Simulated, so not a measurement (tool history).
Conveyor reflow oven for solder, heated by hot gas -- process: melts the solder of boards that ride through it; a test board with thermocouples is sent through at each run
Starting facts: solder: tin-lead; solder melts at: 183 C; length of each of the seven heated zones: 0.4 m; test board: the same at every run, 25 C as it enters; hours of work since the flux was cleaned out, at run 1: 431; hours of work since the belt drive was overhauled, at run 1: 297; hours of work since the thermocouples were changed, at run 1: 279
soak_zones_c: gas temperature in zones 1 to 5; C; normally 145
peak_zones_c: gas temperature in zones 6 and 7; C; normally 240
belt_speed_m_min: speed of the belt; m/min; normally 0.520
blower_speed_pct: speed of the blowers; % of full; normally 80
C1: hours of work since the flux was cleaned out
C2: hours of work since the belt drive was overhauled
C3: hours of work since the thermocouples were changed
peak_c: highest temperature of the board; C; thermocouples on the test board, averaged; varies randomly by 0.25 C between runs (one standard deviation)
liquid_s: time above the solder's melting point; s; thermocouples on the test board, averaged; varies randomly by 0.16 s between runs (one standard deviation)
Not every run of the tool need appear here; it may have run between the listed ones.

{"run": 1, "day": 0.0, "soak_zones_c": 145, "peak_zones_c": 240, "belt_speed_m_min": 0.52, "blower_speed_pct": 80, "C1": 431, "C2": 297, "C3": 279, "peak_c": 223.5, "liquid_s": 77.3}
{"run": 2, "day": 0.479, "soak_zones_c": 145, "peak_zones_c": 240, "belt_speed_m_min": 0.52, "blower_speed_pct": 80, "C1": 438, "C2": 304, "C3": 286, "peak_c": 223.0, "liquid_s": 77.4}
{"run": 3, "day": 0.867, "soak_zones_c": 145, "peak_zones_c": 250, "belt_speed_m_min": 0.52, "blower_speed_pct": 80, "C1": 443, "C2": 309, "C3": 291, "peak_c": 232.3, "liquid_s": 83.7}
{"run": 4, "day": 1.367, "soak_zones_c": 145, "peak_zones_c": 250, "belt_speed_m_min": 0.52, "blower_speed_pct": 80, "C1": 450, "C2": 316, "C3": 298, "peak_c": 231.7, "liquid_s": 83.8}
{"run": 5, "day": 1.925, "soak_zones_c": 145, "peak_zones_c": 250, "belt_speed_m_min": 0.52, "blower_speed_pct": 80, "C1": 458, "C2": 324, "C3": 306, "peak_c": 232.3, "liquid_s": 83.6}
{"day": 2.204, "done": "flux residue cleaned out of gas plates and filters"}
{"run": 6, "day": 2.708, "soak_zones_c": 145, "peak_zones_c": 240, "belt_speed_m_min": 0.52, "blower_speed_pct": 80, "C1": 7, "C2": 331, "C3": 314, "peak_c": 225.8, "liquid_s": 79.8}
{"run": 7, "day": 3.058, "soak_zones_c": 145, "peak_zones_c": 240, "belt_speed_m_min": 0.52, "blower_speed_pct": 80, "C1": 12, "C2": 336, "C3": 318, "peak_c": 225.7, "liquid_s": 80.0}
{"run": 8, "day": 3.417, "soak_zones_c": 145, "peak_zones_c": 240, "belt_speed_m_min": 0.52, "blower_speed_pct": 80, "C1": 17, "C2": 341, "C3": 323, "peak_c": 225.9, "liquid_s": 79.5}
{"run": 9, "day": 3.967, "soak_zones_c": 145, "peak_zones_c": 240, "belt_speed_m_min": 0.52, "blower_speed_pct": 57, "C1": 24, "C2": 349, "C3": 331, "peak_c": 221.5, "liquid_s": 76.0}
{"run": 10, "day": 4.404, "soak_zones_c": 145, "peak_zones_c": 240, "belt_speed_m_min": 0.52, "blower_speed_pct": 53, "C1": 30, "C2": 355, "C3": 337, "peak_c": 220.7, "liquid_s": 74.6}
{"run": 11, "day": 4.892, "soak_zones_c": 145, "peak_zones_c": 240, "belt_speed_m_min": 0.52, "blower_speed_pct": 53, "C1": 37, "C2": 361, "C3": 344, "peak_c": 220.1, "liquid_s": 74.7}
{"run": 12, "day": 5.262, "soak_zones_c": 145, "peak_zones_c": 240, "belt_speed_m_min": 0.52, "blower_speed_pct": 80, "C1": 42, "C2": 367, "C3": 349, "peak_c": 225.9, "liquid_s": 79.7}
{"run": 13, "day": 5.788, "soak_zones_c": 145, "peak_zones_c": 240, "belt_speed_m_min": 0.52, "blower_speed_pct": 80, "C1": 49, "C2": 374, "C3": 356, "peak_c": 226.1, "liquid_s": 79.7}
{"run": 14, "day": 6.062, "soak_zones_c": 145, "peak_zones_c": 240, "belt_speed_m_min": 0.52, "blower_speed_pct": 88, "C1": 53, "C2": 378, "C3": 360, "peak_c": 226.4, "liquid_s": 80.7}
{"run": 15, "day": 6.362, "soak_zones_c": 145, "peak_zones_c": 240, "belt_speed_m_min": 0.52, "blower_speed_pct": 80, "C1": 57, "C2": 382, "C3": 364, "peak_c": 225.9, "liquid_s": 79.6}
{"run": 16, "day": 6.742, "soak_zones_c": 148, "peak_zones_c": 241, "belt_speed_m_min": 0.482, "blower_speed_pct": 65, "C1": 62, "C2": 387, "C3": 369, "peak_c": 227.1, "liquid_s": 88.4}
{"run": 17, "day": 7.012, "soak_zones_c": 153, "peak_zones_c": 240, "belt_speed_m_min": 0.52, "blower_speed_pct": 56, "C1": 66, "C2": 391, "C3": 373, "peak_c": 223.1, "liquid_s": 81.0}
{"run": 18, "day": 7.583, "soak_zones_c": 153, "peak_zones_c": 240, "belt_speed_m_min": 0.52, "blower_speed_pct": 56, "C1": 74, "C2": 398, "C3": 381, "peak_c": 222.8, "liquid_s": 80.9}
{"run": 19, "day": 8.025, "soak_zones_c": 155, "peak_zones_c": 255, "belt_speed_m_min": 0.59, "blower_speed_pct": 76, "C1": 80, "C2": 404, "C3": 387, "peak_c": 235.5, "liquid_s": 79.9}
{"run": 20, "day": 8.371, "soak_zones_c": 141, "peak_zones_c": 240, "belt_speed_m_min": 0.557, "blower_speed_pct": 51, "C1": 85, "C2": 409, "C3": 391, "peak_c": 216.1, "liquid_s": 63.3}
{"run": 21, "day": 8.838, "soak_zones_c": 133, "peak_zones_c": 231, "belt_speed_m_min": 0.59, "blower_speed_pct": 55, "C1": 91, "C2": 416, "C3": 398, "peak_c": 205.5, "liquid_s": 45.3}
{"run": 22, "day": 9.129, "soak_zones_c": 149, "peak_zones_c": 231, "belt_speed_m_min": 0.525, "blower_speed_pct": 55, "C1": 95, "C2": 420, "C3": 402, "peak_c": 214.1, "liquid_s": 69.8}
{"run": 23, "day": 9.562, "soak_zones_c": 145, "peak_zones_c": 233, "belt_speed_m_min": 0.52, "blower_speed_pct": 68, "C1": 101, "C2": 426, "C3": 408, "peak_c": 217.7, "liquid_s": 72.8}
{"run": 24, "day": 9.867, "soak_zones_c": 156, "peak_zones_c": 240, "belt_speed_m_min": 0.52, "blower_speed_pct": 62, "C1": 105, "C2": 430, "C3": 412, "peak_c": 224.8, "liquid_s": 83.9}
{"run": 25, "day": 10.425, "soak_zones_c": 156, "peak_zones_c": 240, "belt_speed_m_min": 0.52, "blower_speed_pct": 62, "C1": 113, "C2": 437, "C3": 420, "peak_c": 224.6, "liquid_s": 84.0}
{"run": 26, "day": 10.938, "soak_zones_c": 135, "peak_zones_c": 240, "belt_speed_m_min": 0.605, "blower_speed_pct": 80, "C1": 120, "C2": 444, "C3": 427, "peak_c": 218.7, "liquid_s": 58.4}
{"run": 27, "day": 11.262, "soak_zones_c": 150, "peak_zones_c": 233, "belt_speed_m_min": 0.427, "blower_speed_pct": 84, "C1": 124, "C2": 449, "C3": 431, "peak_c": 226.1, "liquid_s": 100.8}
{"run": 28, "day": 11.55, "soak_zones_c": 158, "peak_zones_c": 233, "belt_speed_m_min": 0.432, "blower_speed_pct": 84, "C1": 128, "C2": 453, "C3": 435, "peak_c": 226.6, "liquid_s": 104.9}
{"run": 29, "day": 12.2, "soak_zones_c": 137, "peak_zones_c": 253, "belt_speed_m_min": 0.432, "blower_speed_pct": 51, "C1": 137, "C2": 462, "C3": 444, "peak_c": 236.3, "liquid_s": 100.7}
{"run": 30, "day": 12.725, "soak_zones_c": 137, "peak_zones_c": 242, "belt_speed_m_min": 0.432, "blower_speed_pct": 57, "C1": 145, "C2": 469, "C3": 451, "peak_c": 228.2, "liquid_s": 93.9}

4 options for the next run, each taken on its own from the tool as it stands now. Forecast them:
{"run": "A", "day": 12.992, "soak_zones_c": 139, "peak_zones_c": 252, "belt_speed_m_min": 0.464, "blower_speed_pct": 57, "C1": 148, "C2": 473, "C3": 455, "peak_c": "?", "liquid_s": "?"}
{"run": "B", "day": 12.992, "soak_zones_c": 137, "peak_zones_c": 240, "belt_speed_m_min": 0.588, "blower_speed_pct": 57, "C1": 148, "C2": 473, "C3": 455, "peak_c": "?", "liquid_s": "?"}
{"run": "C", "day": 12.992, "soak_zones_c": 145, "peak_zones_c": 240, "belt_speed_m_min": 0.548, "blower_speed_pct": 80, "C1": 148, "C2": 473, "C3": 455, "peak_c": "?", "liquid_s": "?"}
{"run": "D", "day": 12.992, "soak_zones_c": 153, "peak_zones_c": 240, "belt_speed_m_min": 0.504, "blower_speed_pct": 80, "C1": 148, "C2": 473, "C3": 455, "peak_c": "?", "liquid_s": "?"}

run=A peak_c=235.0 liquid_s=93.3
run=B peak_c=214.4 liquid_s=56.9
run=C peak_c=223.8 liquid_s=74.1
run=D peak_c=228.3 liquid_s=87.6
The same runs, with their run-to-run variation unchanged, on a tool lacking any hidden condition would have given:
run=A peak_c=234.4 liquid_s=92.2
run=B peak_c=214.1 liquid_s=56.4
run=C peak_c=223.4 liquid_s=73.5
run=D peak_c=227.6 liquid_s=86.7

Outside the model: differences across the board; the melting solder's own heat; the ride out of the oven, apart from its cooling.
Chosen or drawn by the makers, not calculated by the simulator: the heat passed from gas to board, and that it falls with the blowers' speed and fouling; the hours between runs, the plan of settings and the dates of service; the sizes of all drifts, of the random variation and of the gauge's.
